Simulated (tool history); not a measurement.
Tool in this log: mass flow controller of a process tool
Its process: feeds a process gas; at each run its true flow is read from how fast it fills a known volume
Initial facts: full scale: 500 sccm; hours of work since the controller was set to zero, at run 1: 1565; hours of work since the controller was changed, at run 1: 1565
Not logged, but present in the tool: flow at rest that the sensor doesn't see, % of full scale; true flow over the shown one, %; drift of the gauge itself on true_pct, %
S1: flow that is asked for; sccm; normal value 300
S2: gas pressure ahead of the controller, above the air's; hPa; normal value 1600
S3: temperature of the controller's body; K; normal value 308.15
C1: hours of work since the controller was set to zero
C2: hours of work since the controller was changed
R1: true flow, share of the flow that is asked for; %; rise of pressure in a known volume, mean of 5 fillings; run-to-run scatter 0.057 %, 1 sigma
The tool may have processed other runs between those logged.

| run | hour | S1 | S2 | S3 | C1 | C2 | R1 |
|---|---|---|---|---|---|---|---|
| 1 | 0 | 300 | 1600 | 308.15 | 1565 | 1565 | 98.5 |
| 2 | 81 | 300 | 1600 | 308.15 | 1620 | 1620 | 98.6 |
| 3 | 154.8 | 300 | 1600 | 308.15 | 1671 | 1671 | 98.6 |
| 4 | 215.5 | 300 | 1890 | 308.15 | 1712 | 1712 | 98.44 |
| 5 | 305.3 | 300 | 1890 | 308.15 | 1773 | 1773 | 98.37 |
| 6 | 345.2 | 300 | 1430 | 308.15 | 1801 | 1801 | 98.66 |
| 7 | 405.6 | 300 | 1430 | 308.15 | 1842 | 1842 | 98.75 |
| 8 | 450.1 | 300 | 1430 | 308.15 | 1872 | 1872 | 98.62 |
| 9 | 503.1 | 300 | 2400 | 308.15 | 1908 | 1908 | 98.03 |
| 10 | 564.7 | 300 | 2400 | 308.15 | 1950 | 1950 | 98.14 |
| 11 | 648.3 | 300 | 2400 | 308.15 | 2007 | 2007 | 98.1 |
| 12 | 719 | 300 | 2400 | 308.15 | 2056 | 2056 | 98.13 |
| 13 | 804.7 | 300 | 2400 | 308.15 | 2114 | 2114 | 98.1 |
| 14 | 844 | 300 | 2400 | 307.15 | 2141 | 2141 | 98.1 |
| 15 | 904.5 | 291 | 1980 | 296.15 | 2182 | 2182 | 98.87 |
| 16 | 945.9 | 291 | 1980 | 296.15 | 2210 | 2210 | 98.9 |
| 17 | 988.9 | 127 | 2560 | 308.15 | 2240 | 2240 | 96.98 |
| 18 | 1079.9 | 127 | 2560 | 308.15 | 2302 | 2302 | 96.9 |
| 19 | 1170.5 | 149 | 1450 | 308.15 | 2364 | 2364 | 97.78 |
| 20 | 1241.3 | 149 | 1450 | 308.15 | 2412 | 2412 | 97.79 |
| 21 | 1313.6 | 149 | 1450 | 308.15 | 2461 | 2461 | 97.77 |
| 22 | 1405.4 | 77 | 1760 | 308.15 | 2524 | 2524 | 97.12 |
| 23 | 1471.4 | 70 | 2730 | 294.15 | 2569 | 2569 | 97.15 |
| 24 | 1536.4 | 232 | 1600 | 310.15 | 2613 | 2613 | 98.14 |
| 25 | 1629.6 | 232 | 1600 | 310.15 | 2677 | 2677 | 98 |
| 26 | 1726.6 | 250 | 2570 | 294.15 | 2743 | 2743 | 98.35 |

Alternative continuations, all from the tool just after run 26; predict every row:
| A | 1807.5 | 55 | 2570 | 306.15 | 2798 | 2798 | ? |
| B | 1807.5 | 250 | 2570 | 295.15 | 2798 | 2798 | ? |
| C | 1807.5 | 250 | 1590 | 300.15 | 2798 | 2798 | ? |

| run | R1 |
|---|---|
| A | 96.56 |
| B | 98.42 |
| C | 98.63 |
The same runs, with their run-to-run variation unchanged, on a tool lacking any hidden condition would have given:
| run | R1 |
|---|---|
| A | 96.58 |
| B | 98.42 |
| C | 98.63 |

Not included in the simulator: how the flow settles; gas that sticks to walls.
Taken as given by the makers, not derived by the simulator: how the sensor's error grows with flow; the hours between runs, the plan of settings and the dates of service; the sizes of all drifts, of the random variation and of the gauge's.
